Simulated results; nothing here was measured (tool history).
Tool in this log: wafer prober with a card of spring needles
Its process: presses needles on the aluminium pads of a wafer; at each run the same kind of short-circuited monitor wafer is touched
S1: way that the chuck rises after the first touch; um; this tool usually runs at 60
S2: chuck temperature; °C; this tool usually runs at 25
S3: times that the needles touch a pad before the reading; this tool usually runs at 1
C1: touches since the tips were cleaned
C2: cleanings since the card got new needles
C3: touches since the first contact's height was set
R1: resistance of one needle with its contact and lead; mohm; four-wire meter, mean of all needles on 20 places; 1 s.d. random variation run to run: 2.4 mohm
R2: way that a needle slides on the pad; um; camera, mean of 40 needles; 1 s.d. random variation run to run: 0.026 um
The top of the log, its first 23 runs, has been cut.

run,hour,S1,S2,S3,C1,C2,C3,R1,R2
# hour 583: tips cleaned on abrasive film
# hour 603.5: tips cleaned on abrasive film
24,609.6,70,56,2,1898,56,63188,298,10.35
# hour 624.8: tips cleaned on abrasive film
25,625,70,56,2,48,57,68017,287,10.3
# hour 645: tips cleaned on abrasive film
26,652.8,60,58,1,2459,58,76775,315,8.84
# hour 666.8: tips cleaned on abrasive film
27,674.9,55,27,1,2554,59,83717,320,8.03
# hour 688.3: tips cleaned on abrasive film
28,702.5,60,25,2,4477,60,92373,301,8.79
# hour 709.3: tips cleaned on abrasive film
29,718.3,60,25,2,2813,61,97317,298,8.74
# hour 731.5: tips cleaned on abrasive film
30,738.4,54,49,1,2167,62,103624,325,7.87
# hour 751.4: tips cleaned on abrasive film
31,763,72,88,1,3646,63,111354,326,10.55
# hour 773.6: tips cleaned on abrasive film
32,786.9,72,88,1,4190,64,118867,324,10.52

Branching from run 32: 3 alternative next runs. What would each branch give?
# hour 794.7: tips cleaned on abrasive film
A,809,41,25,1,4527,65,125820,?,?
# hour 794.7: tips cleaned on abrasive film
B,809,72,29,1,4527,65,125820,?,?
# hour 794.7: tips cleaned on abrasive film
C,809,60,25,1,4527,65,125820,?,?

run,R1,R2
A,390,5.84
B,308,10.49
C,325,8.68
Take away the tool's hidden state, keep each run's random variation, and the runs would have read:
run,R1,R2
A,282,6.16
B,270,10.82
C,272,9
